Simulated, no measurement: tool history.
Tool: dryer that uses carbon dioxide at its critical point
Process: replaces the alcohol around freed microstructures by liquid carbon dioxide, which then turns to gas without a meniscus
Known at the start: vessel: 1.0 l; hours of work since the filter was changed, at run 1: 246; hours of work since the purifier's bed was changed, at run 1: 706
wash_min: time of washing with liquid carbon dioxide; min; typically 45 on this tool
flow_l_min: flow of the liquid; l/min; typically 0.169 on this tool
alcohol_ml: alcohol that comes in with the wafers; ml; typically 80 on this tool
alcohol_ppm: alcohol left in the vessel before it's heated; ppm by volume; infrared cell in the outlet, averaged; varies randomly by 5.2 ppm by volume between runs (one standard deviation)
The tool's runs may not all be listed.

| run | hour | wash_min | flow_l_min | alcohol_ml | hours of work since the filter was changed | hours of work since the purifier's bed was changed | alcohol_ppm |
|---|---|---|---|---|---|---|---|
| 1 | 0 | 45 | 0.169 | 80 | 246 | 706 | 275 |
| 2 | 25.3 | 69 | 0.169 | 80 | 265 | 725 | 96 |
| 3 | 43.9 | 69 | 0.169 | 80 | 279 | 739 | 95 |
| 4 | 61 | 69 | 0.169 | 80 | 291 | 751 | 90 |
| 5 | 80.6 | 45 | 0.169 | 91 | 306 | 766 | 330 |
| 6 | 109.2 | 45 | 0.169 | 46 | 327 | 787 | 221 |
| 7 | 128.6 | 45 | 0.12 | 46 | 342 | 802 | 907 |
| 8 | 146.8 | 45 | 0.12 | 46 | 355 | 815 | 936 |
| 9 | 173 | 45 | 0.12 | 46 | 375 | 835 | 973 |
| 10 | 187.1 | 45 | 0.169 | 80 | 385 | 845 | 380 |
| 11 | 214 | 45 | 0.169 | 54 | 405 | 866 | 281 |
| 12 | 236.3 | 45 | 0.169 | 54 | 422 | 882 | 296 |
| 13 | 256.5 | 45 | 0.169 | 80 | 437 | 897 | 411 |
| 14 | 271.1 | 45 | 0.169 | 80 | 448 | 908 | 415 |
| 15 | 284.9 | 45 | 0.169 | 80 | 458 | 918 | 422 |
| 16 | 299 | 45 | 0.169 | 80 | 469 | 929 | 448 |
|  | 311.2 | inlet filter changed |
| 17 | 325.6 | 45 | 0.169 | 80 | 11 | 948 | 219 |
| 18 | 341.3 | 45 | 0.169 | 80 | 22 | 960 | 228 |
| 19 | 366.2 | 45 | 0.21 | 67 | 41 | 978 | 142 |
| 20 | 381.4 | 45 | 0.169 | 81 | 52 | 990 | 233 |
| 21 | 401 | 45 | 0.169 | 81 | 67 | 1004 | 253 |
|  | 410 | purifier's bed changed |
| 22 | 429.9 | 28 | 0.267 | 41 | 86 | 15 | 71 |
| 23 | 447.9 | 45 | 0.111 | 80 | 100 | 28 | 1323 |
| 24 | 473.6 | 45 | 0.111 | 80 | 119 | 47 | 1417 |
| 25 | 500 | 54 | 0.239 | 47 | 139 | 67 | 12 |
| 26 | 515.4 | 54 | 0.249 | 89 | 150 | 79 | 13 |
| 27 | 537 | 54 | 0.15 | 21 | 166 | 95 | 47 |
| 28 | 555.6 | 39 | 0.13 | 119 | 180 | 109 | 2123 |
| 29 | 572.7 | 39 | 0.223 | 55 | 193 | 121 | 71 |
| 30 | 601.4 | 44 | 0.127 | 20 | 214 | 143 | 259 |
| 31 | 619.4 | 44 | 0.127 | 20 | 228 | 156 | 277 |
| 32 | 636.5 | 35 | 0.123 | 25 | 240 | 169 | 929 |
| 33 | 656.6 | 66 | 0.16 | 106 | 255 | 184 | 53 |
| 34 | 674.7 | 66 | 0.16 | 106 | 269 | 197 | 48 |

Run 35 comes next. What will it give?
| 35 | 689.1 | 66 | 0.16 | 106 | 279 | 208 | ? |

{"run 35": {"alcohol_ppm": 55}}
If the tool had no hidden condition, the same run with the same run-to-run variation would have returned alcohol_ppm 14 ppm by volume.
